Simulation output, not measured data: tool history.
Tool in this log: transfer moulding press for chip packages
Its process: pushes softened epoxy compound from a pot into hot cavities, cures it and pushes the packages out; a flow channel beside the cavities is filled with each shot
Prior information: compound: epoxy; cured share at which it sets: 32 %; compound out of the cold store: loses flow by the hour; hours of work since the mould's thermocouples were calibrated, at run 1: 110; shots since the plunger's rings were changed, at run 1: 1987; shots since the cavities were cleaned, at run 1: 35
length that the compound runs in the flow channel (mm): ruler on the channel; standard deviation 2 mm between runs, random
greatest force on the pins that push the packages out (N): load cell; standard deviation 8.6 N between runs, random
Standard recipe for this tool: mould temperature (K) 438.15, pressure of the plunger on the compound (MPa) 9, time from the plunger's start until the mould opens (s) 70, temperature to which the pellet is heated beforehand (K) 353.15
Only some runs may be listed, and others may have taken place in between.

run	hour	mould temperature (K)	pressure of the plunger on the compound (MPa)	time from the plunger's start until the mould opens (s)	temperature to which the pellet is heated beforehand (K)	hours of work since the mould's thermocouples were calibrated	shots since the plunger's rings were changed	shots since the cavities were cleaned	incoming compound's hours out of the cold store	length that the compound runs in the flow channel (mm)	greatest force on the pins that push the packages out (N)
1	0	438.15	9	70	353.15	110	1987	35	17.7	740	447
2	6.9	438.15	9	52	353.15	113	2068	116	21.1	725	1011
3	13.5	438.15	9	52	353.15	117	2145	193	8.7	771	1162
4	24.6	438.15	9	52	353.15	122	2275	323	40.8	658	1160
5	31.2	438.15	9	52	353.15	125	2352	400	11	762	1374
# hour 35.6: cavities cleaned with cleaning compound and waxed
6	39	438.15	9.76	70	353.15	128	2426	40	46.5	667	428
7	48.2	438.15	9.76	70	352.15	132	2534	148	26.3	734	513
8	56.5	438.15	9	70	348.15	136	2631	245	26.9	705	558
9	64.9	438.15	9	70	348.15	140	2728	342	43.7	646	554
# hour 74.6: cavities cleaned with cleaning compound and waxed
10	74.6	438.15	9	70	348.15	144	2824	0	26.9	700	421
11	82.9	438.15	9	70	348.15	148	2921	97	26.7	700	501
12	89.5	435.15	9	70	348.15	151	2999	175	15.2	749	698
13	100.3	435.15	9	70	348.15	156	3124	300	20.3	735	779
14	108.8	438.15	9	70	353.15	160	3224	400	47.5	629	592
# hour 111.3: mould's thermocouples calibrated
# hour 115.6: cavities cleaned with cleaning compound and waxed
15	122.1	438.15	9	70	353.15	4	3339	77	39.1	656	469
16	130.6	438.15	9	70	353.15	8	3438	176	43.2	645	506
17	139.8	437.15	8.32	70	354.15	13	3546	284	37.9	640	585
18	145.9	437.15	8.32	70	354.15	16	3617	355	11.2	727	729

The next listed run, before its measurement:
# hour 151.7: mould's thermocouples calibrated, once more
# hour 156.3: cavities cleaned with cleaning compound and waxed
19	158.5	437.15	8.32	91	354.15	2	3723	25	18.7	?	?

length that the compound runs in the flow channel (mm): 699
greatest force on the pins that push the packages out (N): 255
Minus the tool's unlogged condition, the same run would have read length that the compound runs in the flow channel (mm) 722, greatest force on the pins that push the packages out (N) 245.
